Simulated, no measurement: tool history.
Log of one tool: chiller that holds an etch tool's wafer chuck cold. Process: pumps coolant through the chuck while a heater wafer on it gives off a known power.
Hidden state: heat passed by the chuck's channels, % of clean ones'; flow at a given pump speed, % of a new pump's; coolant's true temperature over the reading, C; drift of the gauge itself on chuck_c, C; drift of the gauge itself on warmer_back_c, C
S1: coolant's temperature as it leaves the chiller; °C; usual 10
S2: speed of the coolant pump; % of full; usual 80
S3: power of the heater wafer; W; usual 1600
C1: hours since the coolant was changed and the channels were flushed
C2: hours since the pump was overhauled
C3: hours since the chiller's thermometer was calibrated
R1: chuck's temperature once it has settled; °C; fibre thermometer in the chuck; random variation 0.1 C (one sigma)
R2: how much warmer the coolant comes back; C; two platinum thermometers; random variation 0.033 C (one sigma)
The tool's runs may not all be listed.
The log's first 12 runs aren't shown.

{"run": 13, "day": 84.317, "S1": 9, "S2": 80, "S3": 1406, "C1": 864, "C2": 6067, "C3": 3215, "R1": 28.6, "R2": 4.93}
{"run": 14, "day": 89.242, "S1": 9, "S2": 80, "S3": 1406, "C1": 982, "C2": 6185, "C3": 3334, "R1": 28.8, "R2": 4.98}
{"run": 15, "day": 97.471, "S1": 9, "S2": 80, "S3": 1406, "C1": 1179, "C2": 6383, "C3": 3531, "R1": 28.9, "R2": 4.99}
{"run": 16, "day": 104.704, "S1": 9, "S2": 80, "S3": 820, "C1": 1353, "C2": 6556, "C3": 3705, "R1": 21.1, "R2": 2.98}
{"run": 17, "day": 113.158, "S1": 2, "S2": 81, "S3": 1373, "C1": 1556, "C2": 6759, "C3": 3908, "R1": 22.0, "R2": 4.85}
{"run": 18, "day": 119.996, "S1": 10, "S2": 97, "S3": 2290, "C1": 1720, "C2": 6923, "C3": 4072, "R1": 40.6, "R2": 6.79}
{"run": 19, "day": 128.475, "S1": 10, "S2": 97, "S3": 2290, "C1": 1924, "C2": 7127, "C3": 4275, "R1": 41.3, "R2": 6.89}
{"run": 20, "day": 137.346, "S1": 10, "S2": 97, "S3": 2290, "C1": 2136, "C2": 7340, "C3": 4488, "R1": 41.3, "R2": 6.99}
{"day": 141.604, "done": "coolant pump overhauled"}
{"run": 21, "day": 146.096, "S1": 10, "S2": 97, "S3": 2290, "C1": 2341, "C2": 108, "C3": 4693, "R1": 38.2, "R2": 5.43}
{"run": 22, "day": 151.546, "S1": 3, "S2": 91, "S3": 1845, "C1": 2472, "C2": 239, "C3": 4824, "R1": 26.6, "R2": 4.62}
{"day": 159.379, "done": "chiller's thermometer calibrated"}
{"run": 23, "day": 160.329, "S1": 6, "S2": 91, "S3": 1845, "C1": 2682, "C2": 448, "C3": 23, "R1": 29.5, "R2": 4.68}
{"run": 24, "day": 164.983, "S1": 6, "S2": 91, "S3": 1845, "C1": 2794, "C2": 560, "C3": 135, "R1": 29.6, "R2": 4.76}
{"run": 25, "day": 168.938, "S1": 13, "S2": 69, "S3": 1541, "C1": 2889, "C2": 655, "C3": 229, "R1": 36.0, "R2": 5.21}
{"run": 26, "day": 174.496, "S1": 10, "S2": 68, "S3": 1770, "C1": 3022, "C2": 788, "C3": 363, "R1": 36.6, "R2": 6.2}
{"run": 27, "day": 182.692, "S1": 17, "S2": 68, "S3": 1252, "C1": 3219, "C2": 985, "C3": 560, "R1": 36.0, "R2": 4.33}
{"run": 28, "day": 190.688, "S1": 10, "S2": 80, "S3": 1808, "C1": 3411, "C2": 1177, "C3": 751, "R1": 35.7, "R2": 5.34}
{"run": 29, "day": 197.083, "S1": 19, "S2": 84, "S3": 1763, "C1": 3564, "C2": 1331, "C3": 905, "R1": 43.5, "R2": 5.03}
{"run": 30, "day": 205.083, "S1": 19, "S2": 84, "S3": 1763, "C1": 3756, "C2": 1523, "C3": 1097, "R1": 44.1, "R2": 5.02}
{"run": 31, "day": 212.758, "S1": 10, "S2": 86, "S3": 1600, "C1": 3940, "C2": 1707, "C3": 1281, "R1": 32.9, "R2": 4.45}

4 ways to go on from here, each from the tool as it stands after run 31. What would each give?
{"run": "A", "day": 218.721, "S1": 10, "S2": 84, "S3": 1600, "C1": 4083, "C2": 1850, "C3": 1424, "R1": "?", "R2": "?"}
{"run": "B", "day": 218.721, "S1": 10, "S2": 85, "S3": 854, "C1": 4083, "C2": 1850, "C3": 1424, "R1": "?", "R2": "?"}
{"run": "C", "day": 218.721, "S1": 5, "S2": 65, "S3": 2241, "C1": 4083, "C2": 1850, "C3": 1424, "R1": "?", "R2": "?"}
{"run": "D", "day": 218.721, "S1": 10, "S2": 83, "S3": 807, "C1": 4083, "C2": 1850, "C3": 1424, "R1": "?", "R2": "?"}

run=A R1=33.2 R2=4.67
run=B R1=22.4 R2=2.47
run=C R1=41.9 R2=8.31
run=D R1=22.0 R2=2.34
Without the tool's hidden state the same runs would have given:
run=A R1=28.4 R2=4.42
run=B R1=19.8 R2=2.34
run=C R1=34.6 R2=7.86
run=D R1=19.5 R2=2.22
